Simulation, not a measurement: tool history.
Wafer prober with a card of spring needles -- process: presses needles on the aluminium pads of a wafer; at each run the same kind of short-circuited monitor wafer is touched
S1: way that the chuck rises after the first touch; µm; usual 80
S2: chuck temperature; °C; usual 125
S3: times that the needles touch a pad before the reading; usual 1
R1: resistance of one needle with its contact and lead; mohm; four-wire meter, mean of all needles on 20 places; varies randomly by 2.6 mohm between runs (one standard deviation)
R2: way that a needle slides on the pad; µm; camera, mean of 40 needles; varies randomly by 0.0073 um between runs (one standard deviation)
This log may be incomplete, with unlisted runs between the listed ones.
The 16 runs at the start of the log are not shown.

run	hour	S1	S2	S3	R1	R2
# hour 214.9: height of the first contact set anew
# hour 223.3: tips cleaned on abrasive film
17	227.3	80	125	1	293	10.778
# hour 234.7: tips cleaned on abrasive film
18	238.4	98	96	1	281	13.191
# hour 246.3: tips cleaned on abrasive film
19	250.2	98	96	1	280	13.183
# hour 259.1: tips cleaned on abrasive film
20	263.2	88	26	1	263	11.857
# hour 271.4: tips cleaned on abrasive film
21	272.7	88	26	1	269	11.856
22	281.2	91	72	1	279	12.258
# hour 282.9: tips cleaned on abrasive film
# hour 295.3: tips cleaned on abrasive film
23	298.2	89	32	1	268	11.983
# hour 307.7: tips cleaned on abrasive film
24	316.1	89	32	1	264	11.99
# hour 319.3: tips cleaned on abrasive film
# hour 331.4: tips cleaned on abrasive film
25	335.5	89	32	1	272	11.981
# hour 342.9: tips cleaned on abrasive film
26	345	63	62	1	281	8.476
# hour 354.2: tips cleaned on abrasive film
27	354.2	80	97	1	285	10.764
# hour 366.4: tips cleaned on abrasive film
28	372.4	80	97	1	288	10.758
# hour 378.8: tips cleaned on abrasive film
29	389.8	80	97	1	292	10.774
# hour 391.2: tips cleaned on abrasive film
30	401.5	80	106	1	290	10.769
# hour 403.1: tips cleaned on abrasive film
# hour 409.6: height of the first contact set anew
# hour 415.2: tips cleaned on abrasive film
31	420.1	85	42	1	269	11.447
# hour 427.3: tips cleaned on abrasive film
# hour 438.6: tips cleaned on abrasive film
32	438.6	68	83	1	289	9.158

Run 33 has not been measured yet. What should we expect?
33	446.8	81	79	1	?	?

Run 33 yielded R1 286 mohm, R2 10.921 µm.
Take away the tool's hidden state, keep the run-to-run variation as it was, and the same run would have given R1 285 mohm, R2 10.922 µm.
